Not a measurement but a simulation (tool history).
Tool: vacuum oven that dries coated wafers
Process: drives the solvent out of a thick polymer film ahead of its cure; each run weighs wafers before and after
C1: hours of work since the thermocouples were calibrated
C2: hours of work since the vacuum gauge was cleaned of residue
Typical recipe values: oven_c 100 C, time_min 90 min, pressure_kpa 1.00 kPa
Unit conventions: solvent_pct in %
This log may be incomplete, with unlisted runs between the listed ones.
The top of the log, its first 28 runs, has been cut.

{"run": 29, "hour": 338.1, "oven_c": 97, "time_min": 53, "pressure_kpa": 2.95, "C1": 399, "C2": 562, "solvent_pct": 6.28}
{"run": 30, "hour": 346.7, "oven_c": 115, "time_min": 106, "pressure_kpa": 3.52, "C1": 405, "C2": 568, "solvent_pct": 0.76}
{"run": 31, "hour": 355.9, "oven_c": 111, "time_min": 90, "pressure_kpa": 1.0, "C1": 412, "C2": 575, "solvent_pct": 0.41}
{"run": 32, "hour": 368.9, "oven_c": 111, "time_min": 82, "pressure_kpa": 1.07, "C1": 422, "C2": 585, "solvent_pct": 0.48}
{"run": 33, "hour": 380.9, "oven_c": 111, "time_min": 82, "pressure_kpa": 1.07, "C1": 431, "C2": 594, "solvent_pct": 0.63}
{"run": 34, "hour": 388.4, "oven_c": 111, "time_min": 82, "pressure_kpa": 1.07, "C1": 437, "C2": 600, "solvent_pct": 0.51}
{"run": 35, "hour": 404.0, "oven_c": 100, "time_min": 123, "pressure_kpa": 1.0, "C1": 449, "C2": 612, "solvent_pct": 1.07}
{"run": 36, "hour": 414.8, "oven_c": 100, "time_min": 123, "pressure_kpa": 1.0, "C1": 457, "C2": 620, "solvent_pct": 1.08}
{"run": 37, "hour": 426.8, "oven_c": 85, "time_min": 47, "pressure_kpa": 1.17, "C1": 466, "C2": 629, "solvent_pct": 11.2}
{"run": 38, "hour": 437.0, "oven_c": 99, "time_min": 72, "pressure_kpa": 1.51, "C1": 474, "C2": 637, "solvent_pct": 3.34}
{"run": 39, "hour": 448.5, "oven_c": 113, "time_min": 90, "pressure_kpa": 1.69, "C1": 483, "C2": 646, "solvent_pct": 0.44}
{"run": 40, "hour": 461.0, "oven_c": 113, "time_min": 90, "pressure_kpa": 1.69, "C1": 492, "C2": 655, "solvent_pct": 0.45}
{"run": 41, "hour": 472.0, "oven_c": 100, "time_min": 90, "pressure_kpa": 3.34, "C1": 501, "C2": 664, "solvent_pct": 2.78}

Forecast each of these 4 alternatives for the next run:
{"run": "A", "hour": 483.5, "oven_c": 88, "time_min": 109, "pressure_kpa": 3.34, "C1": 509, "C2": 672, "solvent_pct": "?"}
{"run": "B", "hour": 483.5, "oven_c": 91, "time_min": 61, "pressure_kpa": 0.76, "C1": 509, "C2": 672, "solvent_pct": "?"}
{"run": "C", "hour": 483.5, "oven_c": 106, "time_min": 90, "pressure_kpa": 3.34, "C1": 509, "C2": 672, "solvent_pct": "?"}
{"run": "D", "hour": 483.5, "oven_c": 91, "time_min": 60, "pressure_kpa": 2.06, "C1": 509, "C2": 672, "solvent_pct": "?"}

run=A solvent_pct=6.47
run=B solvent_pct=7.39
run=C solvent_pct=1.58
run=D solvent_pct=8.03
Take away the tool's hidden state, keep each run's random variation, and the runs would have read:
run=A solvent_pct=6.43
run=B solvent_pct=7.34
run=C solvent_pct=1.56
run=D solvent_pct=7.99

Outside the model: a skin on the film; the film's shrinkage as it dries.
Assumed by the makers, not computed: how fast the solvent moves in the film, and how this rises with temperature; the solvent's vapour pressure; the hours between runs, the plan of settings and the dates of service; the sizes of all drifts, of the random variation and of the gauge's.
